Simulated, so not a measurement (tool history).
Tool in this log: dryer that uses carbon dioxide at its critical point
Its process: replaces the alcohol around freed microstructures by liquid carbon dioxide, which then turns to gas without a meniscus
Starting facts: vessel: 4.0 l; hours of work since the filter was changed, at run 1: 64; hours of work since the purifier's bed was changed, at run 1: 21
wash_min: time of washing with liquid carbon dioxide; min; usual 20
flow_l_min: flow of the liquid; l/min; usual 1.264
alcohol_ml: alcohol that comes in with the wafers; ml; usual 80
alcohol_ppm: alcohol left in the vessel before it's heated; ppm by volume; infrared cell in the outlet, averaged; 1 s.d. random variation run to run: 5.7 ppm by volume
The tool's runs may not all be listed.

run,hour,wash_min,flow_l_min,alcohol_ml,hours of work since the filter was changed,hours of work since the purifier's bed was changed,alcohol_ppm
1,0,20,1.264,80,64,21,236
2,8.7,20,1.264,80,69,26,230
3,16.9,20,1.264,23,73,30,72
4,24.1,20,1.264,23,77,34,74
5,35.7,20,1.264,22,83,40,74
6,44.2,20,1.264,22,88,45,81
7,49.2,20,1.264,80,90,47,245
8,54.7,20,1.264,80,93,50,256
9,62.9,20,1.264,80,98,54,253
10,69.8,16,1.264,80,101,58,578
11,77.7,16,1.264,80,105,62,623
12,85.8,16,1.264,80,110,66,609
13,97.6,16,0.8,80,116,73,2282
14,104.8,16,0.8,80,120,76,2270
15,110.4,18,1.264,80,123,79,414
16,116.8,18,1.264,80,126,83,406
17,124.5,18,1.264,80,130,87,412
18,131.8,18,1.264,80,134,91,410
19,142.9,18,1.264,80,140,97,414
20,150.3,18,1.264,80,144,100,435
21,157.7,20,1.264,80,147,104,281
22,168.5,20,1.264,80,153,110,296
23,175.7,20,1.264,80,157,114,300
24,184.3,22,1.264,119,162,118,292
25,194.7,17,1.264,71,167,124,489
26,201.2,16,0.85,79,170,127,2078
27,208.2,30,1.32,62,174,131,42
28,213.7,28,0.76,27,177,134,218
29,225.2,25,1.1,106,183,140,289
30,231.4,25,1.1,106,186,143,310
31,238.9,25,1.1,106,190,147,299
32,250.6,25,1.1,106,196,153,305
33,255.9,27,1.11,106,199,156,215
34,263,14,2.03,22,203,160,63
35,271.6,14,2.03,22,207,164,71
36,283.5,14,2.03,22,214,171,70
37,290.5,13,1.05,115,217,174,3120
38,296.7,25,0.94,24,221,178,154
39,306.2,25,0.94,24,226,183,161
40,316.8,20,2.06,64,231,188,32
41,325.7,16,1.01,44,236,193,862
42,333.2,16,1.01,44,240,197,850
43,342,16,1.99,92,245,201,153
44,353.4,14,1.34,63,251,207,792
45,363.3,14,0.88,101,256,213,3595
46,369.1,16,0.83,101,259,216,3192

Below are 5 alternative next runs, each starting from the tool's condition after run 46. Predict each:
A,378.5,20,1.61,91,264,221,?
B,378.5,20,1.264,32,264,221,?
C,378.5,21,1.76,41,264,221,?
D,378.5,15,2,26,264,221,?
E,378.5,16,1.54,101,264,221,?

run,alcohol_ppm
A,164
B,176
C,54
D,79
E,506
What these runs would have given with no unlogged condition in the tool:
run,alcohol_ppm
A,66
B,84
C,18
D,31
E,249

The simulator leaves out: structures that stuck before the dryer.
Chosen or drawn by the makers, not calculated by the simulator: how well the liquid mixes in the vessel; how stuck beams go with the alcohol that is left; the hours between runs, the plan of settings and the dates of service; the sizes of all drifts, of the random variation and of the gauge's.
